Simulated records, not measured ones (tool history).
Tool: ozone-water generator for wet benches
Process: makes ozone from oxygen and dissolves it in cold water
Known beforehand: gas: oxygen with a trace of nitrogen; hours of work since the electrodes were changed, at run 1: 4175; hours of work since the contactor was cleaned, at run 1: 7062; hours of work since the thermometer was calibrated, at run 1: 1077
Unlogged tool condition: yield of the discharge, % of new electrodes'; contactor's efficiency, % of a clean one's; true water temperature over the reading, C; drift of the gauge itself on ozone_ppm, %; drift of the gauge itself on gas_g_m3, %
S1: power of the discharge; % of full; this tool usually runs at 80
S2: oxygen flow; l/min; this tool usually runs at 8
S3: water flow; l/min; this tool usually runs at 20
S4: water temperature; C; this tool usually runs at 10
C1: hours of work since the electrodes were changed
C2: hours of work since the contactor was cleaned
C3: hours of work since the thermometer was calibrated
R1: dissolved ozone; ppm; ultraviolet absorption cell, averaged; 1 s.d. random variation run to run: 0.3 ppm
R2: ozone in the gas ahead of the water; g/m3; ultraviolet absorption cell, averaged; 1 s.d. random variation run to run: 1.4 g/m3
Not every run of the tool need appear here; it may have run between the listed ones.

run 1 hour=0 | S1=80 S2=8 S3=20 S4=10 | C1=4175 C2=7062 C3=1077 | R1=47.2 R2=269.6
run 2 hour=103 | S1=80 S2=8 S3=20 S4=10 | C1=4274 C2=7161 C3=1176 | R1=47.3 R2=270.3
run 3 hour=218.5 | S1=80 S2=8 S3=20 S4=10 | C1=4386 C2=7272 C3=1288 | R1=47.5 R2=271.2
run 4 hour=281.9 | S1=80 S2=8 S3=20 S4=10 | C1=4447 C2=7334 C3=1349 | R1=47.8 R2=273.1
run 5 hour=395.4 | S1=86 S2=8 S3=20 S4=10 | C1=4556 C2=7443 C3=1458 | R1=49.3 R2=283.1
run 6 hour=488.5 | S1=86 S2=8 S3=20 S4=10 | C1=4646 C2=7533 C3=1548 | R1=49.5 R2=280.7
run 7 hour=561.7 | S1=86 S2=8 S3=20 S4=10 | C1=4717 C2=7603 C3=1619 | R1=48.9 R2=279.9
-- hour=633.9 contactor cleaned
run 8 hour=682.4 | S1=80 S2=8 S3=20 S4=10 | C1=4829 C2=47 C3=1731 | R1=47.6 R2=269.6
run 9 hour=766 | S1=80 S2=5.57 S3=20 S4=10 | C1=4910 C2=127 C3=1812 | R1=46.1 R2=321.9
run 10 hour=839.5 | S1=80 S2=5.57 S3=20 S4=10 | C1=4981 C2=198 C3=1883 | R1=46.5 R2=323.6
run 11 hour=925.6 | S1=80 S2=5.57 S3=20 S4=10 | C1=5064 C2=281 C3=1966 | R1=46.1 R2=321.2
run 12 hour=1023.3 | S1=40 S2=8 S3=20 S4=10 | C1=5158 C2=375 C3=2060 | R1=34 R2=191.5
run 13 hour=1112.2 | S1=40 S2=8 S3=20 S4=10 | C1=5244 C2=461 C3=2146 | R1=33.3 R2=191
run 14 hour=1183.9 | S1=40 S2=8 S3=20 S4=10 | C1=5313 C2=530 C3=2215 | R1=33.4 R2=191.3
run 15 hour=1282.7 | S1=80 S2=8 S3=20 S4=10 | C1=5408 C2=626 C3=2310 | R1=48 R2=271.5
run 16 hour=1331.2 | S1=80 S2=8 S3=20 S4=10 | C1=5455 C2=672 C3=2357 | R1=48.1 R2=268.9
run 17 hour=1393.4 | S1=80 S2=8 S3=20 S4=10 | C1=5515 C2=732 C3=2417 | R1=47.8 R2=269.4
run 18 hour=1453 | S1=56 S2=8 S3=20 S4=8 | C1=5572 C2=790 C3=2474 | R1=41 R2=224.7
run 19 hour=1507.6 | S1=56 S2=8 S3=20 S4=8 | C1=5625 C2=842 C3=2527 | R1=40.9 R2=225.3
run 20 hour=1593.9 | S1=56 S2=8 S3=20 S4=8 | C1=5708 C2=926 C3=2610 | R1=40.9 R2=226.1
run 21 hour=1643.2 | S1=80 S2=8 S3=18 S4=10 | C1=5755 C2=973 C3=2658 | R1=50.9 R2=270.9
run 22 hour=1710 | S1=80 S2=7.48 S3=20 S4=6 | C1=5820 C2=1038 C3=2722 | R1=50 R2=278.5
run 23 hour=1758.2 | S1=80 S2=7.48 S3=20 S4=6 | C1=5866 C2=1084 C3=2769 | R1=50.4 R2=278.1
run 24 hour=1866 | S1=80 S2=8 S3=27 S4=5 | C1=5970 C2=1188 C3=2873 | R1=41.8 R2=270.4
run 25 hour=1962.8 | S1=80 S2=9.92 S3=20 S4=11 | C1=6064 C2=1281 C3=2966 | R1=46.8 R2=245.3
run 26 hour=2037.1 | S1=66 S2=5.4 S3=18 S4=18 | C1=6135 C2=1353 C3=3038 | R1=39.9 R2=294.6

Forecast run 27:
run 27 hour=2137.4 | S1=86 S2=8 S3=13 S4=12 | C1=6232 C2=1450 C3=3134 | R1=? R2=?

R1: 59.9 ppm
R2: 280.5 g/m3
With no hidden state in the tool, this same run would have given R1 60 ppm, R2 280.9 g/m3.
